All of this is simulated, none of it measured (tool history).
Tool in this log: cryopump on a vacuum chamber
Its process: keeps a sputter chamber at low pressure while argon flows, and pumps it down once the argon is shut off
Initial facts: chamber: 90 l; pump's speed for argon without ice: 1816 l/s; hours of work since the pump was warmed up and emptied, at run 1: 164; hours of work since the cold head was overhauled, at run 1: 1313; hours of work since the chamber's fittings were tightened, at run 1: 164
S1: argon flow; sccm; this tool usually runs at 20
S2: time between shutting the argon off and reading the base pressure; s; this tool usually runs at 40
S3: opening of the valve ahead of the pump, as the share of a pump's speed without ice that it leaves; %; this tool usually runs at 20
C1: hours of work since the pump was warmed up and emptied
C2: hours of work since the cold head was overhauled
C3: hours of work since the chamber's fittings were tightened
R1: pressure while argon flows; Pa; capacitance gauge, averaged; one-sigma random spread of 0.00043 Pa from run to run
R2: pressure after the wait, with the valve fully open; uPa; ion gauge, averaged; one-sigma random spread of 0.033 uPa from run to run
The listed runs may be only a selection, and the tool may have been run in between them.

run,hour,S1,S2,S3,C1,C2,C3,R1,R2
1,0,20,40,20,164,1313,164,0.0931,2.13
2,83.5,20,40,20,223,1372,223,0.0945,2.24
3,161.9,20,40,20,279,1428,279,0.0945,2.4
4,256.1,20,40,20,346,1495,346,0.0949,2.53
5,309.6,20,40,20,385,1533,385,0.0957,2.61
6,425.5,20,40,20,467,1616,467,0.0948,2.82
7,490.2,20,40,20,513,1662,513,0.0967,2.91
8,599.1,20,40,20,591,1739,591,0.0966,3.06
9,650.6,20,40,20,627,1776,627,0.0963,3.17
10,764.6,20,40,20,709,1857,709,0.0973,3.34
11,854.4,20,40,20,773,1921,773,0.0976,3.48
12,905.6,20,40,20,809,1958,809,0.0976,3.69
13,979.4,20,40,39,862,2010,862,0.0526,3.77
14,1090.4,20,264,39,941,2090,941,0.0533,2.73
15,1149.8,20,264,39,983,2132,983,0.0534,2.8
16,1206.3,8,40,20,1023,2172,1023,0.0399,4.28
17,1293.6,9,40,44,1086,2234,1086,0.0222,4.44
# hour 1358.1: pump warmed up, emptied and cooled again
18,1368.7,24,40,20,8,2284,1136,0.1117,3.81
19,1421.5,16,40,36,45,2322,1173,0.0423,3.8
# hour 1445.9: leaking fittings of the chamber tightened, without venting
20,1535.7,24,40,38,125,2402,64,0.0605,1.85
21,1610.5,10,40,20,178,2455,117,0.0473,2.01
22,1694.2,10,40,20,238,2515,177,0.0477,2.17
23,1774.8,25,150,20,295,2572,234,0.1186,1.02
24,1889.3,22,40,41,377,2654,316,0.0522,2.48
25,1996.3,10,129,16,453,2730,392,0.0596,1.51
26,2063,10,129,16,501,2778,440,0.0595,1.52
27,2156.7,8,28,20,568,2844,506,0.038,3.62
28,2215.2,9,40,20,609,2886,548,0.0432,2.97
29,2324.1,9,40,20,687,2964,626,0.0442,3.11
30,2425,9,40,20,759,3036,698,0.0434,3.33
31,2486.7,24,40,24,803,3079,742,0.0989,3.42

Take each entry between the runs: how does the hidden state at the last listed run before it differ from the hidden state at the first listed run after it?
In the gap between runs 17 and 18: pump warmed up, emptied and cooled again (hour 1358.1)
  pump's speed, % of a pump's without ice: 76.1 -> 99.7; cold plate's temperature, K: 13.03 -> 13.06; leak into the chamber, uPa l/s: 3834 -> 3999
  what was measured, less what the result would be without the hidden state, R1: +0.0029 -> +0.0005 Pa; R2: +2.68 -> +2.07 uPa
In the gap between runs 19 and 20: leaking fittings of the chamber tightened, without venting (hour 1445.9)
  pump's speed, % of a pump's without ice: 98.9 -> 97; cold plate's temperature, K: 13.07 -> 13.11; leak into the chamber, uPa l/s: 4123 -> 530
  what was measured, less what the result would be without the hidden state, R1: +0.0005 -> +0.0012 Pa; R2: +2.1 -> +0.14 uPa
